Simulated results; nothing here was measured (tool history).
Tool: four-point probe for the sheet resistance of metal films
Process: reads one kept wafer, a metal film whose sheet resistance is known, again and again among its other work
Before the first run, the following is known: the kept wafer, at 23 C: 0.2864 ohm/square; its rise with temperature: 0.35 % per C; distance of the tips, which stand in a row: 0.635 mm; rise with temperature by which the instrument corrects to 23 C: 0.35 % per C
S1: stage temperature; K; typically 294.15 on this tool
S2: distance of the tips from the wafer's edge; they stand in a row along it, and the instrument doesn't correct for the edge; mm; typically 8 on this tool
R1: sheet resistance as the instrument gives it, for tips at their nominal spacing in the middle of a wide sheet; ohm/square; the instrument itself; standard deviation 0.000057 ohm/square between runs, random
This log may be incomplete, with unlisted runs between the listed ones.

run   hour      S1  S2        R1
  1    0.0  294.15   8  0.288196
  2   13.4  294.15   8  0.288208
  3   25.4  294.15   8  0.288253
  4   36.9  294.15   9  0.288088
  5   51.2  294.15  10  0.287888
  6   60.0  294.15  10  0.287830
  7   69.4  294.15  10  0.287963
  8   83.9  294.15  10  0.287905
  9   94.6  294.15  30  0.287345
 10  107.1  294.15  63  0.287476
 11  117.8  294.15   8  0.288464
 12  130.1  294.15  37  0.287415
 13  143.0  294.15  37  0.287387
 14  155.0  294.15  37  0.287406
 15  161.4  294.15  37  0.287433

Estimate the outcome of run 16 from the log above:
 16  170.7  300.15   4   ?

R1: 0.291303 ohm/square
The same run, on a tool lacking any hidden state, would have yielded R1 0.290283 ohm/square.
